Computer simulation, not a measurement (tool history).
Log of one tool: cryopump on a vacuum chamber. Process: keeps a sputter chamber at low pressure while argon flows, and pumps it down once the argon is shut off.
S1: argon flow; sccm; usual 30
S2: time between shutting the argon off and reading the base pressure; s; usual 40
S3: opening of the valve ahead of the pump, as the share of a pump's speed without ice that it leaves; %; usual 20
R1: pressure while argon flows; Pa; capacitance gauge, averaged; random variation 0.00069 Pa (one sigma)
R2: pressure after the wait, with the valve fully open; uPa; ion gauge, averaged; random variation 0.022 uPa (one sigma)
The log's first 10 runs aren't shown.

Run 11, hour 381.9: usual settings. Result: R1 0.1223 Pa, R2 1.14 uPa.
Run 12, hour 422.5: usual settings. Result: R1 0.1229 Pa, R2 1.23 uPa.
Run 13, hour 448.5: usual settings but S3 51 %. Result: R1 0.0501 Pa, R2 1.22 uPa.
Run 14, hour 474.9: usual settings but S2 82 s. Result: R1 0.1248 Pa, R2 1.00 uPa.
Run 15, hour 509.9: usual settings but S1 17 sccm. Result: R1 0.0706 Pa, R2 1.32 uPa.
Run 16, hour 551.5: usual settings but S1 17 sccm. Result: R1 0.0712 Pa, R2 1.31 uPa.
Run 17, hour 575.0: usual settings but S1 17 sccm. Result: R1 0.0720 Pa, R2 1.36 uPa.
Run 18, hour 599.5: usual settings but S2 92 s, S3 18 %. Result: R1 0.1393 Pa, R2 1.17 uPa.
At hour 626.9: pump warmed up, emptied and cooled again.
Run 19, hour 643.3: usual settings but S1 37 sccm, S2 64 s, S3 32 %. Result: R1 0.0931 Pa, R2 1.05 uPa.
Run 20, hour 674.6: usual settings but S1 31 sccm, S3 44 %. Result: R1 0.0566 Pa, R2 1.24 uPa.
Run 21, hour 719.7: usual settings but S1 16 sccm. Result: R1 0.0653 Pa, R2 1.29 uPa.
Run 22, hour 745.2: usual settings but S1 16 sccm, S2 227 s, S3 19 %. Result: R1 0.0683 Pa, R2 0.99 uPa.
Run 23, hour 777.5: usual settings but S1 40 sccm, S2 118 s, S3 55 %. Result: R1 0.0618 Pa, R2 1.06 uPa.
Run 24, hour 806.0: usual settings but S1 40 sccm, S2 118 s. Result: R1 0.1631 Pa, R2 1.09 uPa.
Run 25, hour 843.8: usual settings but S1 40 sccm, S2 73 s. Result: R1 0.1624 Pa, R2 1.25 uPa.
Run 26, hour 872.9: usual settings but S1 40 sccm, S2 73 s. Result: R1 0.1652 Pa, R2 1.26 uPa.
Run 27, hour 912.3: usual settings but S1 20 sccm, S2 141 s, S3 52 %. Result: R1 0.0341 Pa, R2 1.17 uPa.
Run 28, hour 937.9: usual settings but S1 20 sccm, S2 141 s, S3 52 %. Result: R1 0.0337 Pa, R2 1.21 uPa.
Run 29, hour 966.9: usual settings but S1 20 sccm, S2 141 s, S3 52 %. Result: R1 0.0345 Pa, R2 1.25 uPa.
Run 30, hour 999.3: usual settings but S1 20 sccm, S2 141 s, S3 52 %. Result: R1 0.0346 Pa, R2 1.29 uPa.
At hour 1039.3: pump warmed up, emptied and cooled again.
Run 31, hour 1043.7: usual settings. Result: R1 0.1213 Pa, R2 1.41 uPa.
Run 32, hour 1063.0: usual settings but S1 29 sccm, S3 31 %. Result: R1 0.0742 Pa, R2 1.43 uPa.
Run 33, hour 1095.3: usual settings but S1 29 sccm, S3 31 %. Result: R1 0.0752 Pa, R2 1.43 uPa.
Run 34, hour 1139.1: usual settings but S1 29 sccm, S3 31 %. Result: R1 0.0768 Pa, R2 1.45 uPa.

Forecast each of these 4 alternatives for the next run:
Run A, hour 1171.2: usual settings but S1 29 sccm, S3 24 %. Result: R1 ?, R2 ?.
Run B, hour 1171.2: usual settings but S1 23 sccm, S2 23 s, S3 31 %. Result: R1 ?, R2 ?.
Run C, hour 1171.2: usual settings but S1 14 sccm, S3 31 %. Result: R1 ?, R2 ?.
Run D, hour 1171.2: usual settings but S1 49 sccm, S2 296 s, S3 29 %. Result: R1 ?, R2 ?.

run      R1    R2
  A  0.0979  1.60
  B  0.0604  1.91
  C  0.0367  1.52
  D  0.1374  1.18
Without the tool's hidden state the same runs would have given:
run      R1    R2
  A  0.0959  0.63
  B  0.0588  0.94
  C  0.0357  0.58
  D  0.1340  0.20

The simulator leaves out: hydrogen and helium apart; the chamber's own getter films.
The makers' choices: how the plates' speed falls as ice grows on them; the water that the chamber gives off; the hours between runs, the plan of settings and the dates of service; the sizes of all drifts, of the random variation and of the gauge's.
